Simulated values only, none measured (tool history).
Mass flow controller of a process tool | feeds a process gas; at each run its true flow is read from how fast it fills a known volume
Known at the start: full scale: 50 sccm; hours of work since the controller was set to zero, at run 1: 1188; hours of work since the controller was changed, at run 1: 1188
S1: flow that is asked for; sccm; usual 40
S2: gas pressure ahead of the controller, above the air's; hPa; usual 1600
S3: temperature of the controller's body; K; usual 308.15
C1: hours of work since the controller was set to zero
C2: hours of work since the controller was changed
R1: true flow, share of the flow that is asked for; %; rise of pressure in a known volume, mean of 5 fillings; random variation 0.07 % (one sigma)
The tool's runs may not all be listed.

Run 1, hour 0.0: usual settings; C1 1188; C2 1188. Result: R1 99.73 %.
Run 2, hour 238.8: usual settings; C1 1328; C2 1328. Result: R1 99.80 %.
Run 3, hour 596.0: usual settings; C1 1537; C2 1537. Result: R1 99.91 %.
Run 4, hour 981.7: usual settings; C1 1762; C2 1762. Result: R1 100.19 %.
Run 5, hour 1299.7: usual settings; C1 1948; C2 1948. Result: R1 100.00 %.
Run 6, hour 1692.6: usual settings but S2 2050 hPa; C1 2177; C2 2177. Result: R1 100.45 %.
Run 7, hour 1866.6: usual settings but S2 2050 hPa; C1 2279; C2 2279. Result: R1 100.45 %.
Run 8, hour 2223.2: usual settings but S2 2050 hPa, S3 307.15 K; C1 2488; C2 2488. Result: R1 100.49 %.
Run 9, hour 2435.2: usual settings but S2 2050 hPa, S3 307.15 K; C1 2611; C2 2611. Result: R1 100.65 %.
Run 10, hour 2681.6: usual settings; C1 2755; C2 2755. Result: R1 100.53 %.
Run 11, hour 2895.0: usual settings but S1 10 sccm; C1 2880; C2 2880. Result: R1 101.52 %.
Run 12, hour 3195.9: usual settings but S1 19 sccm; C1 3056; C2 3056. Result: R1 100.75 %.
Run 13, hour 3451.8: usual settings but S1 19 sccm; C1 3205; C2 3205. Result: R1 100.74 %.
Run 14, hour 3652.6: usual settings but S1 19 sccm; C1 3323; C2 3323. Result: R1 101.03 %.
Run 15, hour 3821.1: usual settings but S1 19 sccm; C1 3421; C2 3421. Result: R1 101.05 %.
Run 16, hour 4104.0: usual settings but S1 19 sccm; C1 3587; C2 3587. Result: R1 101.25 %.
Run 17, hour 4328.4: usual settings but S1 19 sccm; C1 3718; C2 3718. Result: R1 101.46 %.
Run 18, hour 4624.5: usual settings but S1 19 sccm; C1 3891; C2 3891. Result: R1 101.37 %.
Run 19, hour 5019.5: usual settings but S1 34 sccm; C1 4122; C2 4122. Result: R1 101.21 %.
At hour 5058.1: controller's zero set anew.
Run 20, hour 5338.6: usual settings but S2 2370 hPa; C1 164; C2 4308. Result: R1 102.09 %.
Run 21, hour 5627.2: usual settings but S2 2370 hPa; C1 333; C2 4476. Result: R1 101.93 %.
Run 22, hour 5910.0: usual settings but S1 25 sccm, S2 1820 hPa, S3 312.15 K; C1 498; C2 4642. Result: R1 102.37 %.
Run 23, hour 6169.0: usual settings but S1 14 sccm, S2 1720 hPa, S3 309.15 K; C1 649; C2 4793. Result: R1 103.98 %.
Run 24, hour 6407.6: usual settings but S1 6 sccm, S2 2180 hPa, S3 298.15 K; C1 789; C2 4932. Result: R1 110.32 %.
Run 25, hour 6788.9: usual settings but S1 6 sccm, S2 2180 hPa, S3 298.15 K; C1 1011; C2 5155. Result: R1 110.55 %.
Run 26, hour 6975.2: usual settings but S1 6 sccm, S2 2180 hPa, S3 298.15 K; C1 1120; C2 5264. Result: R1 110.92 %.
At hour 7333.1: controller's zero set anew, once more.
Run 27, hour 7371.1: usual settings but S2 2400 hPa, S3 306.15 K; C1 22; C2 5495. Result: R1 101.08 %.
Run 28, hour 7708.3: usual settings but S2 2400 hPa, S3 306.15 K; C1 219; C2 5692. Result: R1 101.17 %.
Run 29, hour 8024.3: usual settings but S1 29 sccm, S2 2290 hPa; C1 404; C2 5877. Result: R1 100.77 %.
Run 30, hour 8317.0: usual settings but S1 29 sccm, S2 2290 hPa; C1 575; C2 6048. Result: R1 101.02 %.
Run 31, hour 8686.5: usual settings but S1 29 sccm, S2 2290 hPa; C1 791; C2 6264. Result: R1 101.17 %.
Run 32, hour 8953.6: usual settings but S1 12 sccm, S2 2290 hPa; C1 947; C2 6420. Result: R1 101.06 %.
Run 33, hour 9174.0: usual settings but S1 28 sccm, S3 303.15 K; C1 1076; C2 6549. Result: R1 101.12 %.
Run 34, hour 9569.4: usual settings but S1 49 sccm; C1 1307; C2 6780. Result: R1 101.55 %.
Run 35, hour 9749.4: usual settings but S1 49 sccm; C1 1412; C2 6885. Result: R1 101.64 %.
Run 36, hour 9927.9: usual settings but S1 7 sccm, S2 2540 hPa, S3 305.15 K; C1 1516; C2 6989. Result: R1 102.33 %.
Run 37, hour 10133.4: usual settings but S1 25 sccm, S2 1440 hPa; C1 1636; C2 7109. Result: R1 101.25 %.
Run 38, hour 10493.6: usual settings but S1 25 sccm, S2 1560 hPa; C1 1847; C2 7320. Result: R1 101.51 %.

Measured less the same run without the tool's hidden state. The same run-to-run variation is in both; the gauge's scatter may not be:
The hidden state here: flow at rest that the sensor doesn't see, % of full scale; true flow over the shown one, %; drift of the gauge itself on true_pct, %.
run      R1
  1   +0.40
  2   +0.46
  3   +0.57
  4   +0.67
  5   +0.77
  6   +0.90
  7   +0.95
  8   +1.04
  9   +1.10
 10   +1.18
 11   +3.10
 12   +2.06
 13   +2.18
 14   +2.27
 15   +2.33
 16   +2.46
 17   +2.56
 18   +2.68
 19   +2.03
 20   +2.44
 21   +2.52
 22   +3.49
 23   +5.49
 24  +11.45
 25  +11.82
 26  +12.02
 27   +1.39
 28   +1.49
 29   +1.61
 30   +1.71
 31   +1.84
 32   +2.32
 33   +2.01
 34   +1.98
 35   +2.02
 36   +3.64
 37   +2.41
 38   +2.54
